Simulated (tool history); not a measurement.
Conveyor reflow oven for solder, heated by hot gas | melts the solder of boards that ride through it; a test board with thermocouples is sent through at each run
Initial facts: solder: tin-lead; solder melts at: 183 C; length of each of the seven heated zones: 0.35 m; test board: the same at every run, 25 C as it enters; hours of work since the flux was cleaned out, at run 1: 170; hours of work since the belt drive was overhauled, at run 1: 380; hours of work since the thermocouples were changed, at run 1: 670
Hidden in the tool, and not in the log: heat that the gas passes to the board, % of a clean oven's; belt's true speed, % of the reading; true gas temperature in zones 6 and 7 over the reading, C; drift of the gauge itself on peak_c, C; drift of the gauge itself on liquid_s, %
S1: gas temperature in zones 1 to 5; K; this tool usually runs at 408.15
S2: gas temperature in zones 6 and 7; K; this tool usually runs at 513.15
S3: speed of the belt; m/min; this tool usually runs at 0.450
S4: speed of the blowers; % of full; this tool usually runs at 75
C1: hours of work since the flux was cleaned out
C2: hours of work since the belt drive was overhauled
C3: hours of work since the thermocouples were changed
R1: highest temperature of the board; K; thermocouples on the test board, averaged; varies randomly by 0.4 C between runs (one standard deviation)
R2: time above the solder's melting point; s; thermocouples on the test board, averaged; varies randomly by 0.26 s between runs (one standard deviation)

| run | hour | S1 | S2 | S3 | S4 | C1 | C2 | C3 | R1 | R2 |
|---|---|---|---|---|---|---|---|---|---|---|
| 1 | 0.0 | 408.15 | 513.15 | 0.450 | 75 | 170 | 380 | 670 | 502.35 | 79.8 |
| 2 | 13.9 | 408.15 | 513.15 | 0.450 | 75 | 177 | 387 | 677 | 502.05 | 79.2 |
| 3 | 25.4 | 408.15 | 513.15 | 0.438 | 75 | 183 | 393 | 683 | 502.75 | 82.3 |
| 4 | 41.8 | 408.15 | 513.15 | 0.438 | 75 | 191 | 402 | 691 | 503.65 | 82.1 |
| 5 | 60.2 | 408.15 | 513.15 | 0.438 | 75 | 201 | 411 | 700 | 503.05 | 82.0 |
| 6 | 75.8 | 408.15 | 513.15 | 0.438 | 75 | 209 | 419 | 708 | 503.15 | 82.1 |
|  | 82.0 | flux residue cleaned out of gas plates and filters |
|  | 95.8 | thermocouples of zones 6 and 7 changed |
| 7 | 101.9 | 408.15 | 513.15 | 0.450 | 75 | 9 | 428 | 3 | 498.75 | 76.7 |
| 8 | 111.6 | 408.15 | 513.15 | 0.450 | 75 | 14 | 433 | 8 | 499.25 | 76.5 |
| 9 | 121.9 | 408.15 | 513.15 | 0.450 | 75 | 19 | 439 | 13 | 497.95 | 76.8 |
|  | 134.9 | flux residue cleaned out of gas plates and filters, once more |
| 10 | 135.6 | 408.15 | 513.15 | 0.450 | 75 | 0 | 443 | 18 | 502.35 | 79.2 |
| 11 | 151.6 | 408.15 | 525.15 | 0.450 | 75 | 8 | 451 | 26 | 512.45 | 86.1 |
| 12 | 167.9 | 408.15 | 514.15 | 0.384 | 51 | 17 | 459 | 34 | 504.15 | 95.1 |
| 13 | 182.3 | 408.15 | 514.15 | 0.384 | 51 | 24 | 467 | 41 | 502.85 | 95.2 |
| 14 | 197.7 | 394.15 | 503.15 | 0.531 | 54 | 32 | 474 | 49 | 481.45 | 44.9 |
| 15 | 213.1 | 397.15 | 503.15 | 0.410 | 75 | 40 | 482 | 57 | 493.35 | 77.6 |
| 16 | 229.6 | 399.15 | 523.15 | 0.417 | 75 | 48 | 490 | 65 | 512.45 | 89.1 |
| 17 | 245.8 | 399.15 | 515.15 | 0.434 | 85 | 56 | 499 | 73 | 504.85 | 81.6 |

For some of the steps in R1 from one run to the next: how much would appear even if the tool had no hidden state, given the settings, what came in and random variation, and how much remains for the hidden state plus any gauge scatter that the measured result and the result without hidden state don't share?
Run 6 -> 7: S3 0.438 -> 0.450, flux residue cleaned out of gas plates and filters, thermocouples of zones 6 and 7 changed. R1 -4.40 K: hidden state -3.40, all else -1.00.
Run 13 -> 14: S1 408.15 -> 394.15, S2 514.15 -> 503.15, S3 0.384 -> 0.531, S4 51 -> 54. R1 -21.40 K: hidden state -0.10, all else -21.30.
